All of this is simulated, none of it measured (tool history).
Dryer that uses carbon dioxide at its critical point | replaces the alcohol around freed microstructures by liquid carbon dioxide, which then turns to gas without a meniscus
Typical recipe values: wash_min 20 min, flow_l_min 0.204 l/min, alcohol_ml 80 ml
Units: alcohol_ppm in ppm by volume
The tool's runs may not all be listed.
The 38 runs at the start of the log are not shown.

run    hour  wash_min  flow_l_min  alcohol_ml  alcohol_ppm
 39  1925.9        22       0.163          44          395
 40  1987.7        21       0.186          59          333
 41  2057.3        15       0.204          43          745
 42  2091.3        15       0.204          43          733
 43  2164.5        17       0.158          59         1837
 44  2229.4        24       0.269          45          148
 45  2267.8        24       0.269          45          151
 46  2304.9        18       0.293          46          171

Consider 4 possible next runs. They are alternatives, not a sequence: every one starts from the tool as it was left by run 46. What does each give?
  A  2358.9        20       0.204          79            ?
  B  2358.9        18       0.277          46            ?
  C  2358.9        16       0.216          25            ?
  D  2358.9        18       0.177          49            ?

run  alcohol_ppm
  A          408
  B          174
  C          344
  D          814
With the hidden condition removed and each run's random variation left untouched, the same runs would have given:
run  alcohol_ppm
  A          204
  B           19
  C          158
  D          556

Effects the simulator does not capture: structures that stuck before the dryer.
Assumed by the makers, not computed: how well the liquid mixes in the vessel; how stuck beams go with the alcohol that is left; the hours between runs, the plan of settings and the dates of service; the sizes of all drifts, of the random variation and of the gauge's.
